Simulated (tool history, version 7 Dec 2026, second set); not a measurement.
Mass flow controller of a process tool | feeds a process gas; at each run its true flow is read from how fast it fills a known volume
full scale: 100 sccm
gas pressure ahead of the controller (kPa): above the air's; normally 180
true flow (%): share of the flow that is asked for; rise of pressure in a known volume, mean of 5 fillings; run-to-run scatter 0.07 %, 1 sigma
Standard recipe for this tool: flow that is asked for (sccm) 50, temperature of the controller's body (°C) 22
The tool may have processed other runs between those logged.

run     day  flow that is asked for (sccm)  gas pressure ahead of the controller (kPa)  temperature of the controller's body (°C)  true flow (%)
  1   0.000                             50                                         180                                         22          98.74
  2   2.462                             12                                         180                                         22          97.58
  3   4.950                             12                                         180                                         22          97.37
  4   8.817                             50                                         180                                         22          98.50
  5  13.425                             50                                         180                                         22          98.35
  6  18.312                             50                                         179                                         22          98.40
  7  22.767                             50                                         179                                         22          98.21
  8  26.758                             50                                         180                                         25          97.94
  9  29.867                             50                                         180                                         25          97.95
 10  33.704                             50                                         202                                         25          97.97
 11  36.600                             50                                         202                                         25          97.91
 12  40.842                             50                                         202                                         25          97.84
 13  44.983                             32                                         202                                         30          97.18

Forecast run 14:
 14  49.129                             32                                         202                                         30              ?

Run 14 came out at true flow (%) 96.99.
With no hidden state in the tool, this same run would have given true flow (%) 97.95.

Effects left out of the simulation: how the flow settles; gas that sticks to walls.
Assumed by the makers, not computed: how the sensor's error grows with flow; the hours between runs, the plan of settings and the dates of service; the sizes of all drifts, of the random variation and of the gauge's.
